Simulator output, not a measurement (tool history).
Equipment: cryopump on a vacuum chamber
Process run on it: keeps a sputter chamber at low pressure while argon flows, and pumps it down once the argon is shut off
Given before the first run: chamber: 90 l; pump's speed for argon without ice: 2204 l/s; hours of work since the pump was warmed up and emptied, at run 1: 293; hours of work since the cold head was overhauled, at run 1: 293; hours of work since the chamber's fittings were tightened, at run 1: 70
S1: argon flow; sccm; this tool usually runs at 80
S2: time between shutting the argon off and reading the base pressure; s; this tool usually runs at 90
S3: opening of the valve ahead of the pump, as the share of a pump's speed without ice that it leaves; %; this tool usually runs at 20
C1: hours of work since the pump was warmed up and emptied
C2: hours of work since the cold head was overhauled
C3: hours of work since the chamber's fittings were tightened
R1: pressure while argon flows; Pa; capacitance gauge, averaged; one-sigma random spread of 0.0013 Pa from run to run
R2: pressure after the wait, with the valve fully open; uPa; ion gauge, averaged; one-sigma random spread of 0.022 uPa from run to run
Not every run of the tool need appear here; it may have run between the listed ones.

run	day	S1	S2	S3	C1	C2	C3	R1	R2
1	0.000	80	90	20	293	293	70	0.3137	0.73
2	0.508	80	90	20	298	298	75	0.3141	0.76
3	1.167	80	90	20	305	305	82	0.3172	0.72
4	1.483	80	125	20	308	308	85	0.3145	0.66
5	1.988	80	125	20	313	313	91	0.3160	0.59
6	2.392	80	54	20	318	318	95	0.3150	1.12
7	2.754	80	90	20	321	321	99	0.3139	0.74
8	3.096	80	90	20	325	325	102	0.3177	0.77
9	3.467	44	90	20	329	329	106	0.1739	0.77
10	3.996	44	90	20	334	334	112	0.1722	0.80
11	4.488	44	90	20	339	339	117	0.1735	0.79
12	5.175	80	91	20	347	347	124	0.3164	0.70
13	5.767	80	91	20	353	353	130	0.3147	0.78
14	6.492	80	90	20	360	360	138	0.3168	0.79
15	6.896	80	90	20	365	365	142	0.3161	0.76
16	7.338	110	90	20	369	369	146	0.4339	0.81
17	8.012	110	90	20	376	376	153	0.4320	0.79
18	8.462	110	22	21	381	381	158	0.4166	2.35
19	8.838	48	28	52	385	385	162	0.0765	1.95
20	9.458	80	90	27	391	391	168	0.2362	0.81
21	10.088	80	90	27	398	398	175	0.2379	0.81
22	10.662	80	90	27	404	404	181	0.2371	0.81
23	11.167	80	90	27	409	409	186	0.2388	0.84
24	11.629	62	90	20	414	414	191	0.2443	0.81
25	12.188	50	58	20	420	420	197	0.1988	1.13
26	12.938	50	58	20	428	428	205	0.1987	1.13
27	13.592	50	58	20	434	434	212	0.1987	1.20
28	14.238	59	31	21	441	441	218	0.2238	1.86
29	14.979	59	51	21	449	449	226	0.2248	1.32
30	15.321	111	290	40	452	452	230	0.2286	0.51
31	15.658	92	290	26	456	456	233	0.2842	0.50
32	16.121	48	87	27	461	461	238	0.1432	0.93
33	16.642	48	87	27	466	466	243	0.1425	0.93
34	17.246	48	87	27	472	472	250	0.1437	0.90

Each run again, without the hidden state but with its own random variation kept:
Hidden conditions of the tool in this case: pump's speed, % of a pump's without ice; cold plate's temperature, K; leak into the chamber, uPa l/s; drift of the gauge itself on working_pa, %; drift of the gauge itself on base_upa, %.
run	R1	R2
1	0.3066	0.65
2	0.3069	0.67
3	0.3098	0.63
4	0.3070	0.56
5	0.3084	0.49
6	0.3073	1.01
7	0.3062	0.64
8	0.3097	0.66
9	0.1695	0.66
10	0.1678	0.68
11	0.1690	0.67
12	0.3080	0.57
13	0.3061	0.65
14	0.3079	0.66
15	0.3072	0.62
16	0.4215	0.66
17	0.4194	0.63
18	0.4037	2.20
19	0.0708	1.79
20	0.2266	0.65
21	0.2281	0.64
22	0.2272	0.63
23	0.2286	0.66
24	0.2364	0.62
25	0.1923	0.94
26	0.1921	0.93
27	0.1920	0.98
28	0.2157	1.64
29	0.2165	1.10
30	0.2129	0.29
31	0.2711	0.28
32	0.1363	0.70
33	0.1355	0.69
34	0.1366	0.66
